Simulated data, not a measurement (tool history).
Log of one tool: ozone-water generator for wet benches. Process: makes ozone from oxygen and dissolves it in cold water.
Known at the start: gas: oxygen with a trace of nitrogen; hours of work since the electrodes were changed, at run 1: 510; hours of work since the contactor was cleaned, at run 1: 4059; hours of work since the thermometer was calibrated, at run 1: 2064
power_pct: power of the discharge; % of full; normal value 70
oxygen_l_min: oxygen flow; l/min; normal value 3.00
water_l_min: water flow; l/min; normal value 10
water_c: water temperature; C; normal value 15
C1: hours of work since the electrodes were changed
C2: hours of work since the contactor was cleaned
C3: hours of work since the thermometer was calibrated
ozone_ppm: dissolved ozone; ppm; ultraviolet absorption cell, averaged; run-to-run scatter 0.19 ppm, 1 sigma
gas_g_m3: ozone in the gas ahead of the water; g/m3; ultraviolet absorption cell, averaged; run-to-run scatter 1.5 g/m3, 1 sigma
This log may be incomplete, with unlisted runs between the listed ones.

{"run": 1, "day": 0.0, "power_pct": 70, "oxygen_l_min": 3.0, "water_l_min": 10, "water_c": 15, "C1": 510, "C2": 4059, "C3": 2064, "ozone_ppm": 23.7, "gas_g_m3": 268.3}
{"run": 2, "day": 1.975, "power_pct": 61, "oxygen_l_min": 3.0, "water_l_min": 10, "water_c": 15, "C1": 540, "C2": 4089, "C3": 2095, "ozone_ppm": 20.6, "gas_g_m3": 238.9}
{"run": 3, "day": 3.404, "power_pct": 70, "oxygen_l_min": 3.0, "water_l_min": 16, "water_c": 15, "C1": 562, "C2": 4111, "C3": 2117, "ozone_ppm": 13.5, "gas_g_m3": 269.6}
{"run": 4, "day": 5.329, "power_pct": 70, "oxygen_l_min": 3.0, "water_l_min": 16, "water_c": 15, "C1": 592, "C2": 4141, "C3": 2146, "ozone_ppm": 13.5, "gas_g_m3": 269.8}
{"run": 5, "day": 7.429, "power_pct": 70, "oxygen_l_min": 3.0, "water_l_min": 10, "water_c": 21, "C1": 624, "C2": 4173, "C3": 2178, "ozone_ppm": 21.1, "gas_g_m3": 271.1}
{"run": 6, "day": 8.5, "power_pct": 70, "oxygen_l_min": 3.0, "water_l_min": 10, "water_c": 21, "C1": 640, "C2": 4190, "C3": 2195, "ozone_ppm": 21.1, "gas_g_m3": 269.3}
{"run": 7, "day": 9.371, "power_pct": 70, "oxygen_l_min": 3.0, "water_l_min": 10, "water_c": 21, "C1": 654, "C2": 4203, "C3": 2208, "ozone_ppm": 21.2, "gas_g_m3": 269.6}
{"run": 8, "day": 11.271, "power_pct": 70, "oxygen_l_min": 3.0, "water_l_min": 10, "water_c": 10, "C1": 683, "C2": 4232, "C3": 2237, "ozone_ppm": 25.0, "gas_g_m3": 265.5}
{"run": 9, "day": 13.3, "power_pct": 51, "oxygen_l_min": 3.0, "water_l_min": 10, "water_c": 15, "C1": 714, "C2": 4263, "C3": 2269, "ozone_ppm": 17.7, "gas_g_m3": 204.5}
{"run": 10, "day": 14.296, "power_pct": 51, "oxygen_l_min": 3.0, "water_l_min": 10, "water_c": 15, "C1": 729, "C2": 4279, "C3": 2284, "ozone_ppm": 17.5, "gas_g_m3": 204.2}
{"run": 11, "day": 15.425, "power_pct": 70, "oxygen_l_min": 3.0, "water_l_min": 10, "water_c": 15, "C1": 747, "C2": 4296, "C3": 2301, "ozone_ppm": 23.1, "gas_g_m3": 270.2}
{"run": 12, "day": 17.017, "power_pct": 70, "oxygen_l_min": 3.0, "water_l_min": 10, "water_c": 15, "C1": 771, "C2": 4321, "C3": 2326, "ozone_ppm": 22.8, "gas_g_m3": 267.1}
{"run": 13, "day": 18.308, "power_pct": 70, "oxygen_l_min": 3.0, "water_l_min": 10, "water_c": 15, "C1": 791, "C2": 4340, "C3": 2346, "ozone_ppm": 22.8, "gas_g_m3": 267.8}
{"run": 14, "day": 19.808, "power_pct": 55, "oxygen_l_min": 3.0, "water_l_min": 9, "water_c": 21, "C1": 814, "C2": 4364, "C3": 2369, "ozone_ppm": 18.8, "gas_g_m3": 217.5}
{"run": 15, "day": 20.804, "power_pct": 80, "oxygen_l_min": 2.18, "water_l_min": 13, "water_c": 20, "C1": 829, "C2": 4379, "C3": 2384, "ozone_ppm": 18.1, "gas_g_m3": 366.7}
{"run": 16, "day": 21.942, "power_pct": 70, "oxygen_l_min": 3.28, "water_l_min": 10, "water_c": 15, "C1": 847, "C2": 4396, "C3": 2402, "ozone_ppm": 22.6, "gas_g_m3": 248.3}
{"run": 17, "day": 23.717, "power_pct": 70, "oxygen_l_min": 3.28, "water_l_min": 10, "water_c": 15, "C1": 874, "C2": 4424, "C3": 2429, "ozone_ppm": 22.5, "gas_g_m3": 251.7}
{"run": 18, "day": 25.062, "power_pct": 70, "oxygen_l_min": 1.65, "water_l_min": 10, "water_c": 12, "C1": 895, "C2": 4444, "C3": 2450, "ozone_ppm": 24.1, "gas_g_m3": 393.3}
{"run": 19, "day": 26.804, "power_pct": 69, "oxygen_l_min": 1.65, "water_l_min": 10, "water_c": 21, "C1": 922, "C2": 4471, "C3": 2476, "ozone_ppm": 21.3, "gas_g_m3": 385.0}
{"run": 20, "day": 28.612, "power_pct": 69, "oxygen_l_min": 1.65, "water_l_min": 10, "water_c": 21, "C1": 949, "C2": 4499, "C3": 2504, "ozone_ppm": 21.7, "gas_g_m3": 384.9}
{"run": 21, "day": 29.783, "power_pct": 69, "oxygen_l_min": 1.65, "water_l_min": 10, "water_c": 21, "C1": 968, "C2": 4517, "C3": 2522, "ozone_ppm": 21.8, "gas_g_m3": 386.0}
{"run": 22, "day": 31.283, "power_pct": 69, "oxygen_l_min": 1.65, "water_l_min": 10, "water_c": 21, "C1": 991, "C2": 4540, "C3": 2545, "ozone_ppm": 21.3, "gas_g_m3": 384.1}
{"run": 23, "day": 32.517, "power_pct": 69, "oxygen_l_min": 1.65, "water_l_min": 10, "water_c": 21, "C1": 1010, "C2": 4559, "C3": 2564, "ozone_ppm": 21.5, "gas_g_m3": 386.9}
{"run": 24, "day": 34.321, "power_pct": 72, "oxygen_l_min": 1.68, "water_l_min": 12, "water_c": 13, "C1": 1037, "C2": 4587, "C3": 2592, "ozone_ppm": 19.2, "gas_g_m3": 394.8}
{"run": 25, "day": 35.479, "power_pct": 71, "oxygen_l_min": 1.82, "water_l_min": 10, "water_c": 15, "C1": 1055, "C2": 4605, "C3": 2610, "ozone_ppm": 23.5, "gas_g_m3": 371.9}
{"run": 26, "day": 36.783, "power_pct": 71, "oxygen_l_min": 1.82, "water_l_min": 10, "water_c": 15, "C1": 1075, "C2": 4625, "C3": 2630, "ozone_ppm": 23.6, "gas_g_m3": 366.2}

Alternative continuations, all from the tool just after run 26; predict every row:
{"run": "A", "day": 38.15, "power_pct": 70, "oxygen_l_min": 3.0, "water_l_min": 6, "water_c": 9, "C1": 1096, "C2": 4646, "C3": 2651, "ozone_ppm": "?", "gas_g_m3": "?"}
{"run": "B", "day": 38.15, "power_pct": 80, "oxygen_l_min": 3.95, "water_l_min": 10, "water_c": 18, "C1": 1096, "C2": 4646, "C3": 2651, "ozone_ppm": "?", "gas_g_m3": "?"}
{"run": "C", "day": 38.15, "power_pct": 71, "oxygen_l_min": 4.08, "water_l_min": 10, "water_c": 21, "C1": 1096, "C2": 4646, "C3": 2651, "ozone_ppm": "?", "gas_g_m3": "?"}
{"run": "D", "day": 38.15, "power_pct": 66, "oxygen_l_min": 5.19, "water_l_min": 12, "water_c": 15, "C1": 1096, "C2": 4646, "C3": 2651, "ozone_ppm": "?", "gas_g_m3": "?"}
{"run": "E", "day": 38.15, "power_pct": 70, "oxygen_l_min": 3.0, "water_l_min": 11, "water_c": 9, "C1": 1096, "C2": 4646, "C3": 2651, "ozone_ppm": "?", "gas_g_m3": "?"}

run=A ozone_ppm=41.1 gas_g_m3=262.9
run=B ozone_ppm=22.9 gas_g_m3=246.0
run=C ozone_ppm=19.3 gas_g_m3=219.3
run=D ozone_ppm=16.4 gas_g_m3=178.5
run=E ozone_ppm=22.1 gas_g_m3=260.7
Stripped of hidden state, with their random variation kept, the same runs would have yielded:
run=A ozone_ppm=47.2 gas_g_m3=274.7
run=B ozone_ppm=27.2 gas_g_m3=258.4
run=C ozone_ppm=22.8 gas_g_m3=229.4
run=D ozone_ppm=19.4 gas_g_m3=186.1
run=E ozone_ppm=26.1 gas_g_m3=272.5
